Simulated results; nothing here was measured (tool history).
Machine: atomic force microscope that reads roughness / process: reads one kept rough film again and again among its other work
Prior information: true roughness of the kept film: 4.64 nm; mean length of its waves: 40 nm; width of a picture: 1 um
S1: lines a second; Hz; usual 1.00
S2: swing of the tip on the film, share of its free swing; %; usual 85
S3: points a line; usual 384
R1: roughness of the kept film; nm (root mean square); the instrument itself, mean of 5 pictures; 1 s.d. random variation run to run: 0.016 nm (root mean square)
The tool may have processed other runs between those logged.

| run | hour | S1 | S2 | S3 | R1 |
|---|---|---|---|---|---|
| 1 | 0.0 | 1.00 | 85 | 384 | 3.249 |
| 2 | 11.8 | 1.00 | 85 | 384 | 3.207 |
|  | 20.1 | new tip fitted |
| 3 | 26.4 | 1.00 | 85 | 384 | 3.740 |
| 4 | 39.2 | 1.00 | 85 | 384 | 3.684 |
| 5 | 51.9 | 1.00 | 85 | 384 | 3.653 |
| 6 | 68.2 | 1.00 | 85 | 384 | 3.639 |
| 7 | 78.4 | 1.00 | 59 | 384 | 3.900 |
| 8 | 89.4 | 1.00 | 85 | 384 | 3.590 |
| 9 | 104.4 | 1.00 | 85 | 384 | 3.566 |
| 10 | 124.3 | 0.71 | 85 | 384 | 3.591 |
| 11 | 133.5 | 0.71 | 85 | 384 | 3.572 |
| 12 | 148.6 | 0.55 | 61 | 318 | 3.772 |
| 13 | 161.0 | 0.55 | 61 | 318 | 3.757 |
| 14 | 175.9 | 1.00 | 74 | 485 | 3.590 |
| 15 | 192.5 | 1.00 | 74 | 485 | 3.517 |
| 16 | 205.6 | 1.00 | 75 | 671 | 3.490 |
| 17 | 225.1 | 1.00 | 71 | 384 | 3.492 |
| 18 | 234.1 | 1.00 | 85 | 458 | 3.317 |
| 19 | 249.0 | 0.51 | 59 | 644 | 3.581 |

Below are 5 alternative next runs, each starting from the tool's condition after run 19. Predict each:
| A | 259.3 | 3.40 | 57 | 767 | ? |
| B | 259.3 | 1.13 | 75 | 616 | ? |
| C | 259.3 | 3.90 | 87 | 617 | ? |
| D | 259.3 | 1.03 | 85 | 586 | ? |
| E | 259.3 | 0.56 | 59 | 952 | ? |

| run | R1 |
|---|---|
| A | 3.386 |
| B | 3.372 |
| C | 2.519 |
| D | 3.294 |
| E | 3.565 |
Had the tool no hidden state, the same runs would have come out as:
| run | R1 |
|---|---|
| A | 3.893 |
| B | 3.876 |
| C | 2.898 |
| D | 3.788 |
| E | 4.100 |
